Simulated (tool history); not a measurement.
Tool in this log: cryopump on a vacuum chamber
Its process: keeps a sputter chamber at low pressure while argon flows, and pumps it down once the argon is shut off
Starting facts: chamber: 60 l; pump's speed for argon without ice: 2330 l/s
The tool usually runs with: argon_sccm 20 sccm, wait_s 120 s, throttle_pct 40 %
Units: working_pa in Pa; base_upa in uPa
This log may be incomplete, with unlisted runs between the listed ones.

run,day,argon_sccm,wait_s,throttle_pct,working_pa,base_upa
1,0.000,20,120,40,0.0365,0.75
2,1.946,20,41,40,0.0381,1.58
3,4.438,20,120,45,0.0329,0.73
4,7.321,20,120,45,0.0344,0.77
5,10.992,20,120,45,0.0344,0.81
6,12.871,20,120,40,0.0374,0.76
7,16.471,20,120,40,0.0385,0.79
8,18.804,20,120,40,0.0384,0.79
9,22.004,20,120,40,0.0386,0.85
10,23.912,20,120,40,0.0376,0.84
11,27.142,20,120,40,0.0381,0.87
# day 30.642: pump warmed up, emptied and cooled again
12,31.000,20,120,40,0.0368,0.81
13,33.771,20,120,40,0.0363,0.81
14,35.875,20,120,40,0.0376,0.81
15,37.579,20,20,40,0.0369,2.99
16,40.654,20,120,40,0.0368,0.83
17,42.621,20,120,53,0.0287,0.85
18,45.129,20,40,49,0.0308,1.70
19,48.692,20,40,49,0.0312,1.71
20,50.917,20,40,49,0.0314,1.73
21,54.138,27,53,41,0.0507,1.46
22,57.771,27,53,41,0.0505,1.48
23,60.458,9,53,41,0.0164,1.48
24,62.408,27,81,36,0.0579,1.16
25,65.858,27,23,47,0.0447,2.79
26,69.358,25,120,40,0.0491,0.99
# day 71.917: pump warmed up, emptied and cooled again
27,72.925,15,24,20,0.0546,2.60
28,76.062,15,24,20,0.0546,2.58
29,77.742,15,24,20,0.0551,2.68
30,80.192,20,59,28,0.0525,1.42
# day 84.296: leaking fittings of the chamber tightened, without venting
31,84.296,16,35,57,0.0209,1.62
32,87.238,24,190,45,0.0404,0.43
33,89.204,20,241,50,0.0300,0.36

For some of the steps in working_pa from one run to the next: how much would appear even if the tool had no hidden state, given the settings, what came in and random variation, and how much remains for the hidden state plus any gauge scatter that the measured result and the result without hidden state don't share?
Hidden conditions of the tool in this case: pump's speed, % of a pump's without ice; cold plate's temperature, K; leak into the chamber, uPa l/s; drift of the gauge itself on working_pa, %; drift of the gauge itself on base_upa, %.
Run 11 -> 12: pump warmed up, emptied and cooled again. working_pa -0.0013 Pa: hidden state -0.0023, all else +0.0010.
Run 22 -> 23: argon_sccm 27 -> 9. working_pa -0.0341 Pa: hidden state -0.0018, all else -0.0323.
Run 23 -> 24: argon_sccm 9 -> 27, wait_s 53 -> 81, throttle_pct 41 -> 36. working_pa +0.0415 Pa: hidden state +0.0022, all else +0.0393.
Run 26 -> 27: argon_sccm 25 -> 15, wait_s 120 -> 24, throttle_pct 40 -> 20, pump warmed up, emptied and cooled again. working_pa +0.0055 Pa: hidden state -0.0033, all else +0.0088.
Run 30 -> 31: argon_sccm 20 -> 16, wait_s 59 -> 35, throttle_pct 28 -> 57, leaking fittings of the chamber tightened, without venting. working_pa -0.0316 Pa: hidden state +0.0000, all else -0.0316.

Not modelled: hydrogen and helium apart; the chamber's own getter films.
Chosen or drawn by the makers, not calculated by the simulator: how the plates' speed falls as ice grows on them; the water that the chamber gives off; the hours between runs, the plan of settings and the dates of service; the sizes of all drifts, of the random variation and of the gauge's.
